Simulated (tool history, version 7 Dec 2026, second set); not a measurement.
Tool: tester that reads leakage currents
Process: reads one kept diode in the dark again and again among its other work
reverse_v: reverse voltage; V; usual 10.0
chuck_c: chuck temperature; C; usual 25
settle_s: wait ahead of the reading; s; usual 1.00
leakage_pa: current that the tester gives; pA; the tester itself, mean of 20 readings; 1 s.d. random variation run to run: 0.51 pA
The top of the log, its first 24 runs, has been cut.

run	hour	reverse_v	chuck_c	settle_s	hours of work since the probe card was cleaned	hours of work since the tester was calibrated	hours of work since the chuck was calibrated	leakage_pa
25	2427.4	3.6	53	2.18	2809	1503	2036	661.47
# hour 2443.2: probe card cleaned and baked
26	2491.5	3.2	25	0.36	26	1535	2068	80.57
27	2608.7	10.0	38	1.49	89	1598	2131	408.21
28	2672.3	10.0	38	1.49	123	1633	2165	407.85
# hour 2734.7: probe card cleaned and baked, once more
29	2793.4	10.0	22	1.49	31	1696	2229	113.36
30	2888.1	10.0	22	1.49	82	1747	2280	112.31
# hour 2941.5: chuck's temperature calibrated
31	3020.4	1.1	22	1.49	152	1817	42	36.24
32	3081.7	1.1	22	1.49	185	1849	75	36.14
33	3141.9	1.1	30	1.49	217	1882	108	68.78
34	3200.4	3.6	25	4.35	249	1913	139	91.00
35	3274.1	3.6	25	4.35	288	1953	178	90.63
36	3371.5	3.6	25	4.35	340	2005	231	90.32
37	3434.3	9.2	42	9.44	374	2039	264	570.76
38	3523.0	2.7	39	9.44	422	2086	312	224.71
39	3660.8	2.3	40	0.32	496	2160	386	222.08
40	3758.8	5.7	36	2.58	548	2213	438	274.76

3 ways to go on from here, each from the tool as it stands after run 40. What would each give?
A	3883.3	14.8	25	1.00	615	2279	505	?
B	3883.3	11.7	36	7.75	615	2279	505	?
C	3883.3	5.7	40	2.58	615	2279	505	?

run	leakage_pa
A	205.10
B	414.49
C	368.94
What these runs would have given with no unlogged condition in the tool:
run	leakage_pa
A	210.78
B	427.72
C	381.04

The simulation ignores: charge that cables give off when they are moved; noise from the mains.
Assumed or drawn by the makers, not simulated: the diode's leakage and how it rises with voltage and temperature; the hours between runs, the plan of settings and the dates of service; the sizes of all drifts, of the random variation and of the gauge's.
